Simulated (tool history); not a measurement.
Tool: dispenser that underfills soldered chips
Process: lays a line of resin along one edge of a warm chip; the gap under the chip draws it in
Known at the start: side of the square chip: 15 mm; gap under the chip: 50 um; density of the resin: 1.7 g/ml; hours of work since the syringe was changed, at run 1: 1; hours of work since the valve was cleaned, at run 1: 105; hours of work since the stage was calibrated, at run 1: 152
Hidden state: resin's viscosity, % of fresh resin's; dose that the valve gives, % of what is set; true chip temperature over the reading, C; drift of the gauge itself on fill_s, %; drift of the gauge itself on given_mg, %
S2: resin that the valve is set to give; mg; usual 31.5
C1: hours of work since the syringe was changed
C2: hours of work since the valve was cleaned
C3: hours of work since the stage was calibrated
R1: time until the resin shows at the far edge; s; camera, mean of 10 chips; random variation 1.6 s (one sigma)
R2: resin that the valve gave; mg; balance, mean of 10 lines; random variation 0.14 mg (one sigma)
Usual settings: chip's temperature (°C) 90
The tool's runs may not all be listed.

{"run": 1, "day": 0.0, "chip's temperature (°C)": 90, "S2": 31.5, "C1": 1, "C2": 105, "C3": 152, "R1": 163.8, "R2": 28.18}
{"run": 2, "day": 0.279, "chip's temperature (°C)": 90, "S2": 31.5, "C1": 5, "C2": 110, "C3": 157, "R1": 241.4, "R2": 28.33}
{"day": 0.446, "done": "new syringe of resin"}
{"run": 3, "day": 0.462, "chip's temperature (°C)": 90, "S2": 31.5, "C1": 0, "C2": 113, "C3": 159, "R1": 156.6, "R2": 27.82}
{"run": 4, "day": 0.671, "chip's temperature (°C)": 90, "S2": 29.4, "C1": 4, "C2": 116, "C3": 163, "R1": 216.3, "R2": 25.82}
{"day": 0.862, "done": "dispensing valve cleaned and set on the balance"}
{"run": 5, "day": 0.917, "chip's temperature (°C)": 90, "S2": 29.4, "C1": 7, "C2": 1, "C3": 166, "R1": 289, "R2": 29.36}
{"day": 0.971, "done": "new syringe of resin"}
{"run": 6, "day": 1.096, "chip's temperature (°C)": 90, "S2": 29.4, "C1": 2, "C2": 4, "C3": 169, "R1": 177.8, "R2": 29.09}
{"run": 7, "day": 1.225, "chip's temperature (°C)": 90, "S2": 36.8, "C1": 4, "C2": 6, "C3": 171, "R1": 215, "R2": 36.43}
{"run": 8, "day": 1.421, "chip's temperature (°C)": 90, "S2": 37.9, "C1": 8, "C2": 9, "C3": 175, "R1": 287.7, "R2": 37.67}
{"day": 1.454, "done": "new syringe of resin"}
{"run": 9, "day": 1.696, "chip's temperature (°C)": 82, "S2": 31.5, "C1": 4, "C2": 14, "C3": 179, "R1": 304, "R2": 30.9}
{"run": 10, "day": 1.854, "chip's temperature (°C)": 82, "S2": 31.5, "C1": 7, "C2": 16, "C3": 182, "R1": 377.6, "R2": 30.86}
{"day": 1.95, "done": "new syringe of resin"}
{"run": 11, "day": 2.075, "chip's temperature (°C)": 82, "S2": 31.5, "C1": 2, "C2": 20, "C3": 185, "R1": 257.1, "R2": 30.92}
{"run": 12, "day": 2.208, "chip's temperature (°C)": 90, "S2": 36.2, "C1": 4, "C2": 22, "C3": 188, "R1": 216.2, "R2": 35.35}
{"run": 13, "day": 2.362, "chip's temperature (°C)": 90, "S2": 37.4, "C1": 7, "C2": 25, "C3": 190, "R1": 269.2, "R2": 36.37}
{"day": 2.438, "done": "new syringe of resin"}
{"run": 14, "day": 2.596, "chip's temperature (°C)": 90, "S2": 37.4, "C1": 3, "C2": 28, "C3": 194, "R1": 188.3, "R2": 36.45}
{"run": 15, "day": 2.858, "chip's temperature (°C)": 91, "S2": 37.4, "C1": 7, "C2": 33, "C3": 198, "R1": 264.1, "R2": 36.48}
{"day": 2.912, "done": "new syringe of resin"}
{"run": 16, "day": 3.054, "chip's temperature (°C)": 91, "S2": 37.4, "C1": 2, "C2": 36, "C3": 201, "R1": 173, "R2": 35.9}
{"run": 17, "day": 3.217, "chip's temperature (°C)": 91, "S2": 38.2, "C1": 5, "C2": 39, "C3": 204, "R1": 220.1, "R2": 36.82}
{"day": 3.392, "done": "new syringe of resin"}
{"run": 18, "day": 3.417, "chip's temperature (°C)": 91, "S2": 38.2, "C1": 0, "C2": 42, "C3": 207, "R1": 141.2, "R2": 36.54}
{"run": 19, "day": 3.621, "chip's temperature (°C)": 91, "S2": 38.2, "C1": 4, "C2": 45, "C3": 211, "R1": 192.2, "R2": 36.38}
{"run": 20, "day": 3.846, "chip's temperature (°C)": 76, "S2": 31.4, "C1": 8, "C2": 49, "C3": 214, "R1": 525.4, "R2": 29.99}
{"day": 3.871, "done": "new syringe of resin"}
{"run": 21, "day": 4.121, "chip's temperature (°C)": 90, "S2": 31.5, "C1": 4, "C2": 53, "C3": 219, "R1": 211.2, "R2": 29.85}
{"day": 4.362, "done": "new syringe of resin"}
{"run": 22, "day": 4.383, "chip's temperature (°C)": 90, "S2": 31.5, "C1": 0, "C2": 58, "C3": 223, "R1": 153.1, "R2": 29.66}
{"run": 23, "day": 4.6, "chip's temperature (°C)": 90, "S2": 35.9, "C1": 4, "C2": 61, "C3": 227, "R1": 212.2, "R2": 33.34}
{"day": 4.854, "done": "new syringe of resin"}
{"run": 24, "day": 4.9, "chip's temperature (°C)": 97, "S2": 36.9, "C1": 1, "C2": 66, "C3": 232, "R1": 113.6, "R2": 34.54}
{"run": 25, "day": 5.046, "chip's temperature (°C)": 100, "S2": 39.3, "C1": 3, "C2": 69, "C3": 234, "R1": 124.2, "R2": 36.8}
{"run": 26, "day": 5.217, "chip's temperature (°C)": 86, "S2": 34.8, "C1": 6, "C2": 71, "C3": 237, "R1": 295.4, "R2": 32.16}
{"day": 5.342, "done": "new syringe of resin"}
{"run": 27, "day": 5.375, "chip's temperature (°C)": 90, "S2": 27.8, "C1": 1, "C2": 74, "C3": 239, "R1": 157.1, "R2": 25.68}
{"run": 28, "day": 5.579, "chip's temperature (°C)": 88, "S2": 27, "C1": 4, "C2": 77, "C3": 243, "R1": 234.1, "R2": 24.94}
{"day": 5.821, "done": "new syringe of resin"}
{"run": 29, "day": 5.825, "chip's temperature (°C)": 95, "S2": 28.2, "C1": 0, "C2": 81, "C3": 247, "R1": 121.1, "R2": 25.89}
{"run": 30, "day": 6.05, "chip's temperature (°C)": 77, "S2": 35.6, "C1": 4, "C2": 85, "C3": 251, "R1": 352.6, "R2": 32.73}
{"day": 6.304, "done": "new syringe of resin"}
{"run": 31, "day": 6.312, "chip's temperature (°C)": 92, "S2": 31.2, "C1": 0, "C2": 89, "C3": 255, "R1": 134.7, "R2": 28.56}
{"run": 32, "day": 6.604, "chip's temperature (°C)": 92, "S2": 31.2, "C1": 5, "C2": 94, "C3": 260, "R1": 208.7, "R2": 28.46}
{"run": 33, "day": 6.738, "chip's temperature (°C)": 91, "S2": 33.4, "C1": 7, "C2": 96, "C3": 262, "R1": 268.6, "R2": 30.19}
{"day": 6.792, "done": "new syringe of resin"}
{"run": 34, "day": 7.0, "chip's temperature (°C)": 92, "S2": 35.7, "C1": 3, "C2": 101, "C3": 266, "R1": 178.4, "R2": 32.17}
{"day": 7.283, "done": "new syringe of resin"}
{"run": 35, "day": 7.304, "chip's temperature (°C)": 90, "S2": 37, "C1": 0, "C2": 106, "C3": 271, "R1": 148.3, "R2": 33.28}
{"run": 36, "day": 7.583, "chip's temperature (°C)": 87, "S2": 36.4, "C1": 5, "C2": 110, "C3": 276, "R1": 252.5, "R2": 32.55}
{"day": 7.775, "done": "new syringe of resin"}
{"run": 37, "day": 7.783, "chip's temperature (°C)": 87, "S2": 36.4, "C1": 0, "C2": 113, "C3": 279, "R1": 165.5, "R2": 32.45}

3 ways to go on from here, each from the tool as it stands after run 37. What would each give?
{"run": "A", "day": 8.05, "chip's temperature (°C)": 93, "S2": 39.2, "C1": 5, "C2": 118, "C3": 283, "R1": "?", "R2": "?"}
{"run": "B", "day": 8.05, "chip's temperature (°C)": 94, "S2": 31.5, "C1": 5, "C2": 118, "C3": 283, "R1": "?", "R2": "?"}
{"run": "C", "day": 8.05, "chip's temperature (°C)": 90, "S2": 27.5, "C1": 5, "C2": 118, "C3": 283, "R1": "?", "R2": "?"}

run=A R1=190.2 R2=34.68
run=B R1=186.6 R2=27.82
run=C R1=227.6 R2=24.5
Without the tool's hidden state the same runs would have given:
run=A R1=136.5 R2=39.23
run=B R1=132.3 R2=31.46
run=C R1=159.3 R2=27.7
